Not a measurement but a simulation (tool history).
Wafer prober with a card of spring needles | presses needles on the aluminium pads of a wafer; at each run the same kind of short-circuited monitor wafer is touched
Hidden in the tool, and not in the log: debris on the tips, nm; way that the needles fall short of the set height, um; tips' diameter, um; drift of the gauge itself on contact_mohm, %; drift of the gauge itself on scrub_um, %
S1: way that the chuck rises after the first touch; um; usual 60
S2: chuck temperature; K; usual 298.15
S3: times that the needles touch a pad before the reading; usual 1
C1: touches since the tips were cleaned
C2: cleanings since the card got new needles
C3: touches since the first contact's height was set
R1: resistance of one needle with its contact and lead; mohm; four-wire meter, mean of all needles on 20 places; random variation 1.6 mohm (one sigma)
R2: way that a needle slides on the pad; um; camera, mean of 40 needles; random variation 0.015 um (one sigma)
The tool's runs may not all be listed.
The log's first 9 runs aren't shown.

run,day,S1,S2,S3,C1,C2,C3,R1,R2
# day 19.650: height of the first contact set anew
# day 20.258: tips cleaned on abrasive film
10,20.258,60,298.15,1,0,74,2804,169,16.39
# day 22.071: tips cleaned on abrasive film
11,23.567,60,298.15,3,6917,75,18068,222,16.35
# day 23.788: tips cleaned on abrasive film
12,25.346,60,308.15,3,7203,76,26268,221,16.34
# day 25.608: tips cleaned on abrasive film
# day 27.412: tips cleaned on abrasive film
13,27.792,60,308.15,1,1756,78,37535,236,16.33
# day 29.271: tips cleaned on abrasive film
14,29.479,60,308.15,1,956,79,45308,201,16.31
# day 31.075: tips cleaned on abrasive film
15,32.696,56,298.15,1,7500,80,60169,366,15.20
# day 32.904: tips cleaned on abrasive film
# day 34.671: tips cleaned on abrasive film
16,35.704,56,298.15,1,4772,82,74019,316,15.22
# day 36.362: tips cleaned on abrasive film
# day 38.221: tips cleaned on abrasive film
17,39.162,59,328.15,2,4353,84,89966,242,15.96
# day 39.917: tips cleaned on abrasive film
# day 41.667: tips cleaned on abrasive film
18,42.479,60,376.15,2,3756,86,105255,241,16.22
# day 43.554: tips cleaned on abrasive film
19,44.738,60,311.15,2,5469,87,115677,253,16.23
# day 45.312: tips cleaned on abrasive film
20,46.862,60,307.15,3,7155,88,125469,224,16.20
# day 47.142: tips cleaned on abrasive film
# day 48.862: tips cleaned on abrasive film
21,48.892,70,306.15,3,133,90,134814,164,18.92
# day 50.575: tips cleaned on abrasive film
# day 52.250: tips cleaned on abrasive film
22,52.729,70,306.15,3,2219,92,152504,183,18.88
# day 54.008: tips cleaned on abrasive film
23,54.442,70,306.15,3,1997,93,160402,178,18.87
# day 55.667: tips cleaned on abrasive film
24,56.308,47,303.15,2,2950,94,169002,277,12.59
# day 57.571: tips cleaned on abrasive film
# day 59.296: tips cleaned on abrasive film
25,59.296,45,398.15,2,0,96,182778,206,12.01
# day 61.008: tips cleaned on abrasive film
26,62.033,45,310.15,2,4731,97,195400,328,12.00
# day 62.746: tips cleaned on abrasive film
# day 64.658: tips cleaned on abrasive film
27,65.808,45,316.15,3,5313,99,212807,273,11.96
# day 66.517: tips cleaned on abrasive film
# day 67.254: height of the first contact set anew
# day 68.350: tips cleaned on abrasive film
28,68.496,42,332.15,3,672,101,5733,213,11.46
# day 70.062: tips cleaned on abrasive film
29,71.608,71,335.15,1,7138,102,20090,286,19.36
# day 71.829: tips cleaned on abrasive film
# day 73.554: tips cleaned on abrasive film
30,73.554,71,335.15,1,0,104,29054,171,19.33
# day 75.271: tips cleaned on abrasive film
31,76.675,64,320.15,2,6482,105,43451,248,17.39

Forecast each of these 4 alternatives for the next run:
# day 76.979: tips cleaned on abrasive film
# day 78.679: tips cleaned on abrasive film
A,78.679,60,298.15,2,0,107,52667,?,?
# day 76.979: tips cleaned on abrasive film
# day 78.679: tips cleaned on abrasive film
B,78.679,52,298.15,1,0,107,52667,?,?
# day 76.979: tips cleaned on abrasive film
# day 78.679: tips cleaned on abrasive film
C,78.679,47,320.15,2,0,107,52667,?,?
# day 76.979: tips cleaned on abrasive film
# day 78.679: tips cleaned on abrasive film
D,78.679,57,324.15,2,0,107,52667,?,?

run,R1,R2
A,164,16.30
B,176,14.13
C,180,12.71
D,173,15.48
Without the tool's hidden state the same runs would have given:
run,R1,R2
A,157,16.39
B,162,14.22
C,169,12.79
D,165,15.57
